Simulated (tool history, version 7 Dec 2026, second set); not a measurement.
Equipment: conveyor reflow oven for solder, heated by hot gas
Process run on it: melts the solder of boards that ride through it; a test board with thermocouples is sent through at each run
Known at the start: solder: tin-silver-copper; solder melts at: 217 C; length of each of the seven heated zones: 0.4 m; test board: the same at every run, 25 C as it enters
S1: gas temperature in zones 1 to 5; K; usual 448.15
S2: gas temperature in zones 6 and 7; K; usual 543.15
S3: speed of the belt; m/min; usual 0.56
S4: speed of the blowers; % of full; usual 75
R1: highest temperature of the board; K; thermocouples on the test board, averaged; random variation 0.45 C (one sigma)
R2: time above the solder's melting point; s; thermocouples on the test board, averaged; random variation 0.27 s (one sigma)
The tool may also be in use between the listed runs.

run 1 hour=0 | S1=448.15 S2=543.15 S3=0.56 S4=75 | R1=525.65 R2=65.6
run 2 hour=22.6 | S1=448.15 S2=543.15 S3=0.56 S4=75 | R1=524.55 R2=65.3
run 3 hour=37.1 | S1=448.15 S2=543.15 S3=0.56 S4=75 | R1=525.25 R2=65.2
run 4 hour=47.7 | S1=448.15 S2=543.15 S3=0.56 S4=75 | R1=525.25 R2=64.7
run 5 hour=64.4 | S1=448.15 S2=543.15 S3=0.56 S4=75 | R1=526.25 R2=65.2
run 6 hour=81.8 | S1=448.15 S2=543.15 S3=0.618 S4=75 | R1=522.05 R2=56.1
run 7 hour=101.6 | S1=448.15 S2=543.15 S3=0.618 S4=75 | R1=521.45 R2=55.5

Run 8 has not been measured yet. What should we expect?
run 8 hour=118.2 | S1=444.15 S2=537.15 S3=0.56 S4=75 | R1=? R2=?

R1: 519.75 K
R2: 57.7 s
Minus the tool's unlogged condition, the same run would have read R1 525.25 K, R2 63.2 s.

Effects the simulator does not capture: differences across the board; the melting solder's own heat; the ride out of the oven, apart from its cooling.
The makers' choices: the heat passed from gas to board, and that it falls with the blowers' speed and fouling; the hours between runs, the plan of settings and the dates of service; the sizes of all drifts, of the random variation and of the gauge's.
